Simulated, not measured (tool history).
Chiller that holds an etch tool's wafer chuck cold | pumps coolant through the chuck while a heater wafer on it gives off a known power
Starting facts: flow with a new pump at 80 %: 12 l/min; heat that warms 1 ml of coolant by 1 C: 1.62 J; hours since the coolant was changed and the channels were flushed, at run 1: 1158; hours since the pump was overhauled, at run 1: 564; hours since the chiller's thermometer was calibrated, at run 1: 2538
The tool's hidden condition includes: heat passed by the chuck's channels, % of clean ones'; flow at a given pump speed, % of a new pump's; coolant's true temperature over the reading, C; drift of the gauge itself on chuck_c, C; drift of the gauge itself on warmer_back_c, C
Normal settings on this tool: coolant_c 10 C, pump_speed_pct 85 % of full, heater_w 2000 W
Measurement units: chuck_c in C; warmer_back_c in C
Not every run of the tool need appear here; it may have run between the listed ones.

| run | hour | coolant_c | pump_speed_pct | heater_w | hours since the coolant was changed and the channels were flushed | hours since the pump was overhauled | hours since the chiller's thermometer was calibrated | chuck_c | warmer_back_c |
|---|---|---|---|---|---|---|---|---|---|
| 1 | 0.0 | 10 | 85 | 2000 | 1158 | 564 | 2538 | 27.6 | 6.04 |
| 2 | 129.5 | 10 | 92 | 2000 | 1287 | 693 | 2667 | 26.9 | 5.50 |
| 3 | 215.9 | 10 | 92 | 2000 | 1373 | 780 | 2754 | 26.9 | 5.51 |
| 4 | 389.0 | 10 | 85 | 2000 | 1547 | 953 | 2927 | 28.5 | 6.13 |
| 5 | 553.0 | 10 | 85 | 2000 | 1711 | 1117 | 3091 | 28.8 | 6.11 |
| 6 | 699.9 | 10 | 85 | 2000 | 1857 | 1264 | 3238 | 28.9 | 6.16 |
| 7 | 810.8 | 10 | 85 | 2000 | 1968 | 1375 | 3349 | 29.2 | 6.21 |
| 8 | 994.7 | 10 | 85 | 2000 | 2152 | 1559 | 3533 | 29.7 | 6.26 |
| 9 | 1146.3 | 10 | 85 | 2000 | 2304 | 1710 | 3684 | 30.0 | 6.26 |
| 10 | 1245.4 | 10 | 85 | 2000 | 2403 | 1809 | 3783 | 30.3 | 6.36 |
| 11 | 1378.3 | 10 | 85 | 2000 | 2536 | 1942 | 3916 | 30.6 | 6.36 |
| 12 | 1490.6 | 10 | 96 | 1093 | 2648 | 2054 | 4028 | 20.8 | 3.04 |
| 13 | 1615.4 | 1 | 71 | 1213 | 2773 | 2179 | 4153 | 16.4 | 4.82 |
| 14 | 1699.7 | 10 | 85 | 1474 | 2857 | 2264 | 4238 | 26.1 | 4.78 |
| 15 | 1779.1 | 10 | 85 | 1474 | 2937 | 2343 | 4317 | 26.2 | 4.86 |
| 16 | 1963.0 | 10 | 85 | 1474 | 3121 | 2527 | 4501 | 26.6 | 4.86 |
|  | 2071.4 | coolant changed, channels flushed |
| 17 | 2148.3 | 20 | 76 | 1857 | 77 | 2706 | 4680 | 39.3 | 6.99 |
| 18 | 2240.3 | 3 | 99 | 1910 | 169 | 2798 | 4772 | 18.8 | 5.38 |
| 19 | 2365.5 | 3 | 99 | 1910 | 294 | 2923 | 4897 | 19.0 | 5.48 |
| 20 | 2517.6 | 19 | 69 | 1095 | 446 | 3075 | 5049 | 32.5 | 4.69 |
|  | 2643.0 | chiller's thermometer calibrated |
| 21 | 2669.7 | 10 | 85 | 2000 | 597 | 3227 | 27 | 28.3 | 6.86 |
| 22 | 2814.7 | 10 | 85 | 2000 | 742 | 3372 | 172 | 29.0 | 6.98 |

Selected run-to-run steps in chuck_c, each split into two signed amounts: the part the tool would show with no hidden state at all (from settings, incoming material and random variation), and the remainder, which goes to the hidden state together with any gauge scatter not common to the measured and the hidden-state-free results:
Run 11 -> 12: pump_speed_pct 85 -> 96, heater_w 2000 -> 1093. chuck_c -9.8 C: hidden state -1.8, all else -8.0.
Run 16 -> 17: coolant_c 10 -> 20, pump_speed_pct 85 -> 76, heater_w 1474 -> 1857, coolant changed, channels flushed. chuck_c +12.7 C: hidden state -1.7, all else +14.4.
Run 17 -> 18: coolant_c 20 -> 3, pump_speed_pct 76 -> 99, heater_w 1857 -> 1910. chuck_c -20.5 C: hidden state -0.3, all else -20.2.
Run 19 -> 20: coolant_c 3 -> 19, pump_speed_pct 99 -> 69, heater_w 1910 -> 1095. chuck_c +13.5 C: hidden state -0.1, all else +13.6.

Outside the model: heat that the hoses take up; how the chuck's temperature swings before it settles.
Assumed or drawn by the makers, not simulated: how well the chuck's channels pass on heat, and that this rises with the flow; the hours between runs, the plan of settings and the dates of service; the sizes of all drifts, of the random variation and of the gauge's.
